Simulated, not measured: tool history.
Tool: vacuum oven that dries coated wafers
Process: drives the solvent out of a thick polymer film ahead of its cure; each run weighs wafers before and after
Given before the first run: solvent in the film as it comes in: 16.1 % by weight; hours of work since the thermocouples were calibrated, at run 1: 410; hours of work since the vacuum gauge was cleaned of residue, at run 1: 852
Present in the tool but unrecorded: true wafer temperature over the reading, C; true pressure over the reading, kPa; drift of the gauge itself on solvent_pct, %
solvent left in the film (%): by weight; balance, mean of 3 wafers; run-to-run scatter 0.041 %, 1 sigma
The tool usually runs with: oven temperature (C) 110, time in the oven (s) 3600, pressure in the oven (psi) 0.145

run	hour	oven temperature (C)	time in the oven (s)	pressure in the oven (psi)	hours of work since the thermocouples were calibrated	hours of work since the vacuum gauge was cleaned of residue	solvent left in the film (%)
1	0	110	3600	0.145	410	852	1.32
2	43.7	110	3600	0.145	445	887	1.3
3	73.6	110	3600	0.145	468	911	1.35
4	100.7	110	3600	0.145	490	932	1.35
5	138.8	110	3600	0.145	520	963	1.28
6	200.9	110	3600	0.145	570	1012	1.33
7	261	110	3600	0.145	618	1060	1.36
8	287.9	110	3600	0.145	639	1082	1.3
9	346.8	110	3600	0.145	686	1129	1.32
10	378.9	110	3600	0.145	712	1154	1.26
11	429.5	110	3600	0.145	752	1195	1.35
12	477.9	110	3600	0.145	791	1233	1.35
13	509.3	110	3600	0.145	816	1258	1.34
14	536.9	121	5160	0.231	838	1280	0.87
15	597.4	121	6420	0.231	886	1328	0.87
16	641.8	121	6420	0.231	921	1364	0.87
17	677.8	121	6420	0.231	950	1392	0.95
# hour 695.5: oven's thermocouples calibrated
18	741.4	114	6000	0.231	37	1442	1.13
19	785.2	115	5220	0.155	72	1477	0.73
# hour 811.7: vacuum gauge cleaned of residue and calibrated
20	841.8	117	3600	0.373	115	24	1.78
21	902.7	119	3600	0.544	164	73	2.37
22	929.3	105	3300	0.437	185	94	3.79
23	972.2	117	1920	0.135	219	128	2.05
24	1024.6	122	3600	0.35	261	170	1.38
25	1053.6	122	3600	0.35	284	193	1.34
26	1109.9	102	3600	0.096	329	238	1.79

Alternative continuations, all from the tool just after run 26; predict every row:
A	1164.7	102	3300	0.116	373	281	?
B	1164.7	114	3000	0.131	373	281	?
C	1164.7	102	5520	0.532	373	281	?
D	1164.7	122	2700	0.083	373	281	?
E	1164.7	105	4320	0.099	373	281	?

run	solvent left in the film (%)
A	2.2
B	1.26
C	4.09
D	0.72
E	1.09
Stripped of hidden state, with their random variation kept, the same runs would have yielded:
run	solvent left in the film (%)
A	2.19
B	1.26
C	4.08
D	0.72
E	1.09
